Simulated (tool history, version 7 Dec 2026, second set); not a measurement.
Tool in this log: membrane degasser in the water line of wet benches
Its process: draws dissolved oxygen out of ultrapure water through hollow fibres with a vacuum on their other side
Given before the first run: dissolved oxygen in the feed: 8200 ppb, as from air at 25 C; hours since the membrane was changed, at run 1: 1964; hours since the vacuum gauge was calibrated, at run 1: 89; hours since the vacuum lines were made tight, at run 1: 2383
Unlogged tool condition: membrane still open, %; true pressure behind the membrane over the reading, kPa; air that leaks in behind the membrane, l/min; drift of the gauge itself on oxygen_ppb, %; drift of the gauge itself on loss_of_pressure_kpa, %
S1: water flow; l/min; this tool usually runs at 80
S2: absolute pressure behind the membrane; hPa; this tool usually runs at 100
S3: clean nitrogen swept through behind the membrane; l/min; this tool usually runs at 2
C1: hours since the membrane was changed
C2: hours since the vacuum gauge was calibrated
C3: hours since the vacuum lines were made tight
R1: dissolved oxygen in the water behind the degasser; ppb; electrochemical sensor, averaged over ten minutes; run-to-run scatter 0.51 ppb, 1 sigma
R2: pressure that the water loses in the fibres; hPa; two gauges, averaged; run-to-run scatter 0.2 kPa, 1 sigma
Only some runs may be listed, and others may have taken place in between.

{"run": 1, "day": 0.0, "S1": 80, "S2": 100, "S3": 2, "C1": 1964, "C2": 89, "C3": 2383, "R1": 521.4, "R2": 432}
{"run": 2, "day": 4.638, "S1": 80, "S2": 100, "S3": 2, "C1": 2075, "C2": 201, "C3": 2494, "R1": 521.2, "R2": 430.2}
{"run": 3, "day": 8.7, "S1": 80, "S2": 100, "S3": 2, "C1": 2172, "C2": 298, "C3": 2592, "R1": 522.1, "R2": 434.3}
{"run": 4, "day": 11.708, "S1": 80, "S2": 100, "S3": 2, "C1": 2245, "C2": 370, "C3": 2664, "R1": 522.4, "R2": 433.2}
{"run": 5, "day": 17.596, "S1": 80, "S2": 100, "S3": 2, "C1": 2386, "C2": 512, "C3": 2805, "R1": 523.2, "R2": 431.7}
{"run": 6, "day": 23.704, "S1": 80, "S2": 100, "S3": 2, "C1": 2533, "C2": 658, "C3": 2952, "R1": 522.8, "R2": 438.3}
{"run": 7, "day": 27.333, "S1": 80, "S2": 100, "S3": 2, "C1": 2620, "C2": 745, "C3": 3039, "R1": 522.3, "R2": 436.2}
{"run": 8, "day": 33.067, "S1": 80, "S2": 100, "S3": 2, "C1": 2757, "C2": 883, "C3": 3176, "R1": 523, "R2": 432.6}
{"run": 9, "day": 37.917, "S1": 80, "S2": 100, "S3": 2, "C1": 2874, "C2": 999, "C3": 3293, "R1": 523.1, "R2": 436.4}
{"run": 10, "day": 41.333, "S1": 90, "S2": 100, "S3": 2, "C1": 2956, "C2": 1081, "C3": 3375, "R1": 575.3, "R2": 487.8}
{"run": 11, "day": 45.642, "S1": 90, "S2": 100, "S3": 2, "C1": 3059, "C2": 1185, "C3": 3478, "R1": 575.2, "R2": 490.1}
{"run": 12, "day": 49.104, "S1": 80, "S2": 100, "S3": 5.83, "C1": 3142, "C2": 1268, "C3": 3561, "R1": 215.4, "R2": 434.8}
{"run": 13, "day": 53.25, "S1": 80, "S2": 100, "S3": 2, "C1": 3242, "C2": 1367, "C3": 3661, "R1": 525.7, "R2": 439.3}
{"run": 14, "day": 58.679, "S1": 80, "S2": 100, "S3": 2, "C1": 3372, "C2": 1498, "C3": 3791, "R1": 524.8, "R2": 437.3}
{"run": 15, "day": 62.508, "S1": 80, "S2": 100, "S3": 5.61, "C1": 3464, "C2": 1589, "C3": 3883, "R1": 223.7, "R2": 432.6}
{"run": 16, "day": 68.396, "S1": 80, "S2": 84, "S3": 2, "C1": 3605, "C2": 1731, "C3": 4024, "R1": 408.9, "R2": 437.8}
{"run": 17, "day": 72.025, "S1": 77, "S2": 86, "S3": 2, "C1": 3692, "C2": 1818, "C3": 4111, "R1": 411.8, "R2": 420.3}
{"day": 72.65, "done": "vacuum gauge calibrated"}
{"run": 18, "day": 78.312, "S1": 102, "S2": 100, "S3": 1.7, "C1": 3843, "C2": 136, "C3": 4262, "R1": 713.8, "R2": 557}
{"run": 19, "day": 81.912, "S1": 55, "S2": 153, "S3": 2, "C1": 3929, "C2": 222, "C3": 4348, "R1": 671.1, "R2": 297}
{"run": 20, "day": 85.9, "S1": 55, "S2": 153, "S3": 2, "C1": 4025, "C2": 318, "C3": 4444, "R1": 672.2, "R2": 300.7}
{"run": 21, "day": 90.404, "S1": 75, "S2": 156, "S3": 3.75, "C1": 4133, "C2": 426, "C3": 4552, "R1": 529.9, "R2": 413.9}
{"day": 93.762, "done": "vacuum gauge calibrated, once more"}
{"run": 22, "day": 95.371, "S1": 80, "S2": 126, "S3": 2, "C1": 4251, "C2": 39, "C3": 4671, "R1": 704.6, "R2": 438.8}
{"run": 23, "day": 101.392, "S1": 80, "S2": 126, "S3": 2, "C1": 4396, "C2": 183, "C3": 4815, "R1": 704.4, "R2": 440.6}
{"run": 24, "day": 106.812, "S1": 59, "S2": 91, "S3": 2, "C1": 4526, "C2": 313, "C3": 4945, "R1": 357.3, "R2": 324.4}
{"run": 25, "day": 110.862, "S1": 126, "S2": 100, "S3": 2, "C1": 4623, "C2": 410, "C3": 5042, "R1": 742.8, "R2": 694.6}
{"run": 26, "day": 115.692, "S1": 118, "S2": 100, "S3": 4.11, "C1": 4739, "C2": 526, "C3": 5158, "R1": 417.3, "R2": 651.8}
{"run": 27, "day": 118.962, "S1": 118, "S2": 100, "S3": 4.11, "C1": 4818, "C2": 605, "C3": 5237, "R1": 417.2, "R2": 650.6}
{"run": 28, "day": 125.167, "S1": 118, "S2": 234, "S3": 4.11, "C1": 4967, "C2": 754, "C3": 5386, "R1": 1109.9, "R2": 651.3}
{"run": 29, "day": 129.608, "S1": 118, "S2": 234, "S3": 4.11, "C1": 5073, "C2": 860, "C3": 5492, "R1": 1110, "R2": 649.9}
{"run": 30, "day": 132.621, "S1": 68, "S2": 65, "S3": 2, "C1": 5145, "C2": 933, "C3": 5565, "R1": 230.8, "R2": 376.1}
{"run": 31, "day": 136.188, "S1": 68, "S2": 65, "S3": 2, "C1": 5231, "C2": 1018, "C3": 5650, "R1": 231, "R2": 376}
{"run": 32, "day": 139.925, "S1": 68, "S2": 65, "S3": 2, "C1": 5321, "C2": 1108, "C3": 5740, "R1": 231.2, "R2": 375.9}

For each entry between runs, how does the tool's hidden state at the last listed run before it compare with that at the first listed run after it?
Run 17 -> run 18: vacuum gauge calibrated (day 72.65)
  membrane still open, %: 97.1 -> 97; true pressure behind the membrane over the reading, kPa: 0.09 -> 0.11; air that leaks in behind the membrane, l/min: 0.0164 -> 0.0169
  difference, measured minus the result without the unlogged condition, R1: +6.9 -> +11.6 ppb; R2: +12 -> +16.5 hPa
Run 21 -> run 22: vacuum gauge calibrated, once more (day 93.762)
  membrane still open, %: 96.8 -> 96.7; true pressure behind the membrane over the reading, kPa: 0.12 -> 0.01; air that leaks in behind the membrane, l/min: 0.0178 -> 0.0182
  difference, measured minus the result without the unlogged condition, R1: +7.1 -> +1.9 ppb; R2: +13.1 -> +14.5 hPa

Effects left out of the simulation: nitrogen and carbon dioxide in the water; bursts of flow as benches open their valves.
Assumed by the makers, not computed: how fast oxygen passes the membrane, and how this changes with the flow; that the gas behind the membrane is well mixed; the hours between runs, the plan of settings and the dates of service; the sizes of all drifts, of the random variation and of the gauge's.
